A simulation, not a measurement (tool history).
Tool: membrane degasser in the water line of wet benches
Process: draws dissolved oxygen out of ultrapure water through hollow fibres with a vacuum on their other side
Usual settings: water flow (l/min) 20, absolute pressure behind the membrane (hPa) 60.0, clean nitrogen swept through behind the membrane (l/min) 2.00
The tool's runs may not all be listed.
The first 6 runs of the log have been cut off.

run    hour  water flow (l/min)  absolute pressure behind the membrane (hPa)  clean nitrogen swept through behind the membrane (l/min)  dissolved oxygen in the water behind the degasser (ppb)  pressure that the water loses in the fibres (hPa)
  7   275.1                  23                                         60.0                                                      2.00                                                    106.9                                              706.3
  8   344.7                  20                                         60.0                                                      2.00                                                     88.7                                              616.4
  9   401.2                  20                                         60.0                                                      2.00                                                     89.6                                              618.0
 10   471.4                  20                                        139.7                                                      2.00                                                    277.1                                              617.6
 11   511.9                  20                                         60.0                                                      2.04                                                     88.4                                              616.8
 12   581.0                  20                                         60.0                                                      2.00                                                     90.6                                              618.1
 13   621.3                  20                                         60.0                                                      2.00                                                     90.3                                              619.4
 14   657.2                  20                                         60.0                                                      2.00                                                     90.4                                              613.2
 15   695.8                  20                                         60.0                                                      2.00                                                     90.2                                              619.5
 16   753.9                  20                                         60.0                                                      2.00                                                     88.5                                              615.0
      758.8  -- vacuum gauge calibrated
 17   792.6                  12                                         60.0                                                      2.74                                                     40.1                                              370.7
 18   859.7                  15                                         49.5                                                      1.57                                                     60.2                                              466.0
      870.8  -- seals of the vacuum lines changed
 19   896.8                  23                                        128.7                                                      2.00                                                    290.8                                              714.9
 20   953.0                  23                                        128.7                                                      2.00                                                    300.4                                              711.7
 21  1012.2                  23                                        128.7                                                      1.39                                                    397.6                                              716.5
 22  1053.1                  12                                         60.0                                                      3.95                                                     27.7                                              374.7
     1113.5  -- vacuum gauge calibrated, once more
 23  1117.7                  20                                         57.2                                                      2.00                                                     72.9                                              622.1
 24  1171.9                  24                                        135.2                                                      1.20                                                    454.7                                              746.4
 25  1228.4                  24                                        135.2                                                      1.20                                                    460.9                                              750.9
 26  1271.3                  24                                         51.1                                                      2.00                                                     79.4                                              744.2
 27  1309.4                  21                                         57.6                                                      3.69                                                     52.6                                              650.2
 28  1361.7                  29                                        112.3                                                      3.69                                                    192.0                                              898.9
 29  1426.2                  29                                        112.3                                                      3.69                                                    193.3                                              897.4
 30  1480.8                  30                                         60.0                                                      1.15                                                    207.3                                              934.2
 31  1543.3                  22                                         60.0                                                      1.05                                                    147.0                                              684.5

Consider 5 possible next runs. They are alternatives, not a sequence: every one starts from the tool as it was left by run 31. What does each give?
  A  1599.7                  30                                         53.4                                                      0.83                                                        ?                                                  ?
  B  1599.7                  25                                         62.0                                                      0.87                                                        ?                                                  ?
  C  1599.7                  24                                         73.6                                                      3.56                                                        ?                                                  ?
  D  1599.7                  21                                         60.0                                                      1.29                                                        ?                                                  ?
  E  1599.7                  18                                         60.0                                                      2.00                                                        ?                                                  ?

run  dissolved oxygen in the water behind the degasser (ppb)  pressure that the water loses in the fibres (hPa)
  A                                                    209.7                                              933.0
  B                                                    208.6                                              776.6
  C                                                     91.6                                              748.9
  D                                                    120.1                                              648.0
  E                                                     69.9                                              560.2
With the hidden condition removed and each run's random variation left untouched, the same runs would have given:
run  dissolved oxygen in the water behind the degasser (ppb)  pressure that the water loses in the fibres (hPa)
  A                                                    204.7                                              922.4
  B                                                    205.0                                              767.7
  C                                                     89.4                                              740.4
  D                                                    117.8                                              640.7
  E                                                     68.4                                              553.9
